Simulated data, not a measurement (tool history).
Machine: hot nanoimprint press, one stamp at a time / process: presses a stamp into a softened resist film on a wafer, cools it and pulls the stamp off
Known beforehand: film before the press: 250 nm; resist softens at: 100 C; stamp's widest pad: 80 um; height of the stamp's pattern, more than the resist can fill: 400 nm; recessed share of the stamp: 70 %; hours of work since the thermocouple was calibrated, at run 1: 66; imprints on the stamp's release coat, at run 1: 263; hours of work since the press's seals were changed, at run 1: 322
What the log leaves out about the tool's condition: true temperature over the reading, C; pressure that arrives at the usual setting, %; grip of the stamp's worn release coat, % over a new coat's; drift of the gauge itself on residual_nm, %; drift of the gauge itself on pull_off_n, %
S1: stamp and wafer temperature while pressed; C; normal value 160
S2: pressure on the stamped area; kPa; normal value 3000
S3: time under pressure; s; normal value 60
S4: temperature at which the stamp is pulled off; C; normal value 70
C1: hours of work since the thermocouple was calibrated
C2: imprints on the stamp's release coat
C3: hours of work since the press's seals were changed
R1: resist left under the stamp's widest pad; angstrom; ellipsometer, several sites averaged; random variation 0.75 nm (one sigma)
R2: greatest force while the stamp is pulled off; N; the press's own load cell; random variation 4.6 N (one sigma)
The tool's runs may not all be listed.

run 1 hour=0.0 | S1=160 S2=3000 S3=60 S4=70 | C1=66 C2=263 C3=322 | R1=945 R2=220
run 2 hour=55.5 | S1=160 S2=3000 S3=60 S4=70 | C1=89 C2=353 C3=344 | R1=930 R2=230
run 3 hour=134.8 | S1=160 S2=3000 S3=81 S4=70 | C1=121 C2=481 C3=377 | R1=829 R2=223
run 4 hour=205.9 | S1=160 S2=3000 S3=81 S4=70 | C1=150 C2=596 C3=406 | R1=828 R2=225
run 5 hour=243.2 | S1=160 S2=3000 S3=81 S4=70 | C1=166 C2=656 C3=421 | R1=829 R2=226
run 6 hour=306.0 | S1=160 S2=3000 S3=81 S4=70 | C1=191 C2=757 C3=446 | R1=820 R2=234
run 7 hour=378.6 | S1=160 S2=3000 S3=81 S4=70 | C1=221 C2=875 C3=476 | R1=832 R2=234
run 8 hour=419.4 | S1=160 S2=3000 S3=116 S4=70 | C1=238 C2=941 C3=493 | R1=707 R2=222
run 9 hour=504.7 | S1=160 S2=3000 S3=60 S4=70 | C1=272 C2=1078 C3=528 | R1=939 R2=227
-- hour=537.7 stamp cleaned and given a new release coat
run 10 hour=552.5 | S1=160 S2=3000 S3=60 S4=70 | C1=289 C2=24 C3=545 | R1=933 R2=227
run 11 hour=605.5 | S1=160 S2=3000 S3=60 S4=70 | C1=311 C2=109 C3=566 | R1=931 R2=224
run 12 hour=644.4 | S1=160 S2=3000 S3=60 S4=68 | C1=327 C2=172 C3=582 | R1=935 R2=237
run 13 hour=691.6 | S1=160 S2=3000 S3=60 S4=68 | C1=346 C2=249 C3=601 | R1=921 R2=245
run 14 hour=748.3 | S1=160 S2=3000 S3=60 S4=68 | C1=369 C2=340 C3=624 | R1=930 R2=243
run 15 hour=792.4 | S1=160 S2=3000 S3=53 S4=70 | C1=387 C2=411 C3=642 | R1=979 R2=228
run 16 hour=834.5 | S1=160 S2=3000 S3=87 S4=61 | C1=404 C2=479 C3=660 | R1=800 R2=292
-- hour=898.9 plate thermocouple calibrated
run 17 hour=922.3 | S1=160 S2=3000 S3=70 S4=61 | C1=10 C2=616 C3=694 | R1=888 R2=283
run 18 hour=978.0 | S1=160 S2=3000 S3=70 S4=61 | C1=32 C2=706 C3=717 | R1=881 R2=292
run 19 hour=1029.3 | S1=160 S2=3000 S3=70 S4=61 | C1=53 C2=789 C3=738 | R1=891 R2=286
run 20 hour=1074.1 | S1=160 S2=3000 S3=70 S4=68 | C1=71 C2=862 C3=756 | R1=884 R2=241
-- hour=1089.9 press's hydraulic seals changed and the load cell set to zero
run 21 hour=1124.0 | S1=172 S2=2280 S3=60 S4=70 | C1=89 C2=929 C3=14 | R1=555 R2=222
run 22 hour=1174.7 | S1=172 S2=2280 S3=60 S4=70 | C1=109 C2=1011 C3=35 | R1=545 R2=227
-- hour=1248.3 stamp cleaned and given a new release coat
run 23 hour=1254.8 | S1=160 S2=3000 S3=60 S4=70 | C1=139 C2=11 C3=65 | R1=935 R2=218
run 24 hour=1298.9 | S1=160 S2=4200 S3=34 S4=70 | C1=157 C2=82 C3=83 | R1=1012 R2=228

Estimate the outcome of run 25 from the log above:
run 25 hour=1377.2 | S1=160 S2=4200 S3=34 S4=70 | C1=189 C2=208 C3=115 | R1=? R2=?

Run 25 measured R1 1004 angstrom, R2 225 N.
Minus the tool's unlogged condition, the same run would have read R1 1006 angstrom, R2 225 N.
